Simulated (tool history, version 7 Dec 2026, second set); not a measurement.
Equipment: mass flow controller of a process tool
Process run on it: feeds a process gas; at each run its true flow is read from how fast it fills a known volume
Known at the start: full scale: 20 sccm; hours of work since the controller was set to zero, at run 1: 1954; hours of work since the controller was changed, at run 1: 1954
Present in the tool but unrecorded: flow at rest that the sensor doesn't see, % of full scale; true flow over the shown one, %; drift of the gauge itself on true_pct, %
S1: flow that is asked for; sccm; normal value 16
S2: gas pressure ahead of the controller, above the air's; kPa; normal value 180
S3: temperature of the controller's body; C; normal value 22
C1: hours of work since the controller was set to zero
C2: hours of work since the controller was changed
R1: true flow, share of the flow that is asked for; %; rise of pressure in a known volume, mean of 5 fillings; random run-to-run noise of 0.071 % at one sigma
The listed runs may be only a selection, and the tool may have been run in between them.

| run | hour | S1 | S2 | S3 | C1 | C2 | R1 |
|---|---|---|---|---|---|---|---|
| 1 | 0.0 | 16 | 180 | 22 | 1954 | 1954 | 99.75 |
| 2 | 391.7 | 16 | 180 | 22 | 2077 | 2077 | 99.80 |
| 3 | 768.2 | 16 | 180 | 22 | 2195 | 2195 | 99.59 |
| 4 | 1262.4 | 16 | 180 | 22 | 2349 | 2349 | 99.64 |
| 5 | 1506.7 | 16 | 180 | 22 | 2426 | 2426 | 99.62 |
| 6 | 2051.8 | 16 | 180 | 22 | 2596 | 2596 | 99.62 |
| 7 | 2580.0 | 16 | 180 | 22 | 2761 | 2761 | 99.41 |
| 8 | 2961.8 | 16 | 180 | 22 | 2881 | 2881 | 99.42 |
| 9 | 3444.1 | 16 | 180 | 22 | 3032 | 3032 | 99.32 |
| 10 | 3681.2 | 8 | 180 | 28 | 3106 | 3106 | 97.44 |
| 11 | 4243.2 | 8 | 157 | 28 | 3281 | 3281 | 97.44 |
| 12 | 4655.7 | 19 | 221 | 22 | 3410 | 3410 | 99.34 |
| 13 | 5219.8 | 7 | 232 | 25 | 3587 | 3587 | 97.26 |
| 14 | 5528.2 | 7 | 232 | 25 | 3683 | 3683 | 97.23 |
| 15 | 5838.4 | 4 | 232 | 25 | 3780 | 3780 | 96.69 |
| 16 | 6257.9 | 4 | 232 | 25 | 3912 | 3912 | 96.63 |

Here are 5 independent what-if runs from the current tool condition. What would each one return?
| A | 6730.2 | 4 | 232 | 29 | 4059 | 4059 | ? |
| B | 6730.2 | 5 | 219 | 31 | 4059 | 4059 | ? |
| C | 6730.2 | 4 | 180 | 29 | 4059 | 4059 | ? |
| D | 6730.2 | 14 | 180 | 22 | 4059 | 4059 | ? |
| E | 6730.2 | 15 | 180 | 29 | 4059 | 4059 | ? |

| run | R1 |
|---|---|
| A | 96.16 |
| B | 96.17 |
| C | 96.44 |
| D | 98.42 |
| E | 98.17 |
Without the tool's unlogged condition, the same runs would have read:
| run | R1 |
|---|---|
| A | 97.09 |
| B | 97.10 |
| C | 97.37 |
| D | 99.36 |
| E | 99.10 |
